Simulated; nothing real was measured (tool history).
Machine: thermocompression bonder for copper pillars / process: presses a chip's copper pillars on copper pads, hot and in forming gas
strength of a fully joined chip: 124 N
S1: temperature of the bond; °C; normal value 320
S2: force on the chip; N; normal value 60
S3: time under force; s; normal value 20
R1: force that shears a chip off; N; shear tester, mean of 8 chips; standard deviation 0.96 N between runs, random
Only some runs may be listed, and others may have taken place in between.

{"run": 1, "hour": 0.0, "S1": 320, "S2": 60, "S3": 20, "R1": 72.6}
{"run": 2, "hour": 47.4, "S1": 320, "S2": 60, "S3": 20, "R1": 69.1}
{"run": 3, "hour": 134.4, "S1": 320, "S2": 60, "S3": 20, "R1": 69.1}
{"run": 4, "hour": 185.8, "S1": 320, "S2": 60, "S3": 20, "R1": 68.2}
{"run": 5, "hour": 269.8, "S1": 320, "S2": 60, "S3": 20, "R1": 66.6}
{"run": 6, "hour": 323.4, "S1": 320, "S2": 60, "S3": 26, "R1": 69.4}
{"run": 7, "hour": 366.2, "S1": 320, "S2": 60, "S3": 26, "R1": 70.3}
{"hour": 375.9, "done": "forming gas filter changed"}
{"run": 8, "hour": 440.2, "S1": 320, "S2": 60, "S3": 26, "R1": 73.9}
{"hour": 461.5, "done": "heater calibrated with a thermocouple chip"}
{"run": 9, "hour": 494.3, "S1": 320, "S2": 37, "S3": 20, "R1": 42.4}
{"hour": 547.2, "done": "force cell calibrated"}
{"run": 10, "hour": 581.4, "S1": 320, "S2": 37, "S3": 20, "R1": 42.7}
{"run": 11, "hour": 663.6, "S1": 320, "S2": 60, "S3": 20, "R1": 65.3}
{"run": 12, "hour": 733.4, "S1": 320, "S2": 60, "S3": 20, "R1": 64.3}
{"hour": 783.8, "done": "heater calibrated with a thermocouple chip, once more"}
{"hour": 808.2, "done": "forming gas filter changed"}
{"run": 13, "hour": 811.7, "S1": 294, "S2": 60, "S3": 20, "R1": 60.8}
{"run": 14, "hour": 884.0, "S1": 298, "S2": 57, "S3": 15, "R1": 52.5}
{"run": 15, "hour": 935.8, "S1": 333, "S2": 86, "S3": 23, "R1": 107.5}
{"run": 16, "hour": 998.8, "S1": 333, "S2": 86, "S3": 23, "R1": 105.9}
{"run": 17, "hour": 1088.4, "S1": 333, "S2": 86, "S3": 23, "R1": 103.4}
{"run": 18, "hour": 1166.1, "S1": 329, "S2": 68, "S3": 20, "R1": 87.7}
{"hour": 1235.0, "done": "forming gas filter changed"}
{"run": 19, "hour": 1240.1, "S1": 320, "S2": 40, "S3": 44, "R1": 73.8}
{"run": 20, "hour": 1331.2, "S1": 320, "S2": 60, "S3": 20, "R1": 76.7}
{"run": 21, "hour": 1399.2, "S1": 311, "S2": 66, "S3": 35, "R1": 86.3}
{"run": 22, "hour": 1465.0, "S1": 306, "S2": 57, "S3": 12, "R1": 50.7}
{"run": 23, "hour": 1551.2, "S1": 306, "S2": 57, "S3": 12, "R1": 49.5}
{"run": 24, "hour": 1597.5, "S1": 320, "S2": 46, "S3": 34, "R1": 70.1}
{"run": 25, "hour": 1641.3, "S1": 320, "S2": 46, "S3": 34, "R1": 66.7}
{"hour": 1659.7, "done": "forming gas filter changed"}
{"run": 26, "hour": 1731.7, "S1": 296, "S2": 57, "S3": 23, "R1": 55.1}

Alternative continuations, all from the tool just after run 26; predict every row:
{"run": "A", "hour": 1801.3, "S1": 296, "S2": 37, "S3": 23, "R1": "?"}
{"run": "B", "hour": 1801.3, "S1": 296, "S2": 37, "S3": 15, "R1": "?"}
{"run": "C", "hour": 1801.3, "S1": 349, "S2": 55, "S3": 59, "R1": "?"}
{"run": "D", "hour": 1801.3, "S1": 302, "S2": 73, "S3": 25, "R1": "?"}

run=A R1=34.6
run=B R1=29.5
run=C R1=107.9
run=D R1=75.9
Without the tool's hidden state the same runs would have given:
run=A R1=40.0
run=B R1=34.3
run=C R1=113.7
run=D R1=84.3
